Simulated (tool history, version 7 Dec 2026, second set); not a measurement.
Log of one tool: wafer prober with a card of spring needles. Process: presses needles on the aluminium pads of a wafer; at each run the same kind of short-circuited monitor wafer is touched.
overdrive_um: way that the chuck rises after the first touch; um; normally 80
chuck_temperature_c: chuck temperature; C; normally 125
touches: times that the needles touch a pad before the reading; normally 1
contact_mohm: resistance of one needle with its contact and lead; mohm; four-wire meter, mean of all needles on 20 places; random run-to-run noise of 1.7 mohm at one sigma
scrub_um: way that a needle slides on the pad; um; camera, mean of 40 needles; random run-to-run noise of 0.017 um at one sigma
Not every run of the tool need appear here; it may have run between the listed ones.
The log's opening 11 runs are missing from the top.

| run | hour | overdrive_um | chuck_temperature_c | touches | contact_mohm | scrub_um |
|---|---|---|---|---|---|---|
|  | 97.2 | tips cleaned on abrasive film |
| 12 | 97.5 | 80 | 125 | 1 | 172 | 12.52 |
| 13 | 104.1 | 80 | 125 | 2 | 191 | 12.53 |
|  | 105.8 | tips cleaned on abrasive film |
| 14 | 112.3 | 82 | 125 | 1 | 203 | 12.86 |
|  | 113.9 | tips cleaned on abrasive film |
| 15 | 118.1 | 82 | 125 | 1 | 195 | 12.80 |
|  | 122.3 | tips cleaned on abrasive film |
| 16 | 124.3 | 77 | 125 | 1 | 185 | 12.04 |
|  | 130.9 | tips cleaned on abrasive film |
| 17 | 135.6 | 77 | 125 | 1 | 198 | 12.02 |
|  | 139.6 | tips cleaned on abrasive film |
| 18 | 145.3 | 71 | 56 | 3 | 172 | 11.04 |
|  | 148.0 | tips cleaned on abrasive film |
|  | 156.4 | tips cleaned on abrasive film |
| 19 | 156.6 | 71 | 56 | 3 | 162 | 11.04 |
|  | 164.9 | tips cleaned on abrasive film |
| 20 | 166.6 | 71 | 56 | 3 | 164 | 11.07 |
|  | 173.9 | tips cleaned on abrasive film |
| 21 | 174.7 | 75 | 91 | 1 | 177 | 11.69 |
|  | 180.9 | height of the first contact set anew |
|  | 182.8 | tips cleaned on abrasive film |
| 22 | 186.2 | 80 | 25 | 2 | 167 | 12.70 |
|  | 191.1 | tips cleaned on abrasive film |
| 23 | 197.3 | 79 | 47 | 1 | 200 | 12.54 |
|  | 199.8 | tips cleaned on abrasive film |
|  | 208.1 | tips cleaned on abrasive film |
| 24 | 208.5 | 65 | 43 | 2 | 160 | 10.29 |
|  | 216.4 | tips cleaned on abrasive film |
| 25 | 216.7 | 65 | 43 | 2 | 162 | 10.31 |
|  | 224.5 | tips cleaned on abrasive film |
| 26 | 225.9 | 92 | 125 | 3 | 173 | 14.58 |
|  | 232.6 | tips cleaned on abrasive film |
| 27 | 236.5 | 80 | 28 | 1 | 183 | 12.66 |
|  | 241.5 | tips cleaned on abrasive film |
| 28 | 245.5 | 80 | 28 | 1 | 180 | 12.66 |
|  | 250.5 | tips cleaned on abrasive film |
| 29 | 255.9 | 80 | 28 | 1 | 190 | 12.66 |

Run 30 is up next; what results do you expect?
|  | 258.9 | tips cleaned on abrasive film |
| 30 | 262.6 | 80 | 28 | 1 | ? | ? |

{"run 30": {"contact_mohm": 186, "scrub_um": 12.64}}
Without the tool's hidden state the same run would have given contact_mohm 153 mohm, scrub_um 12.73 um.
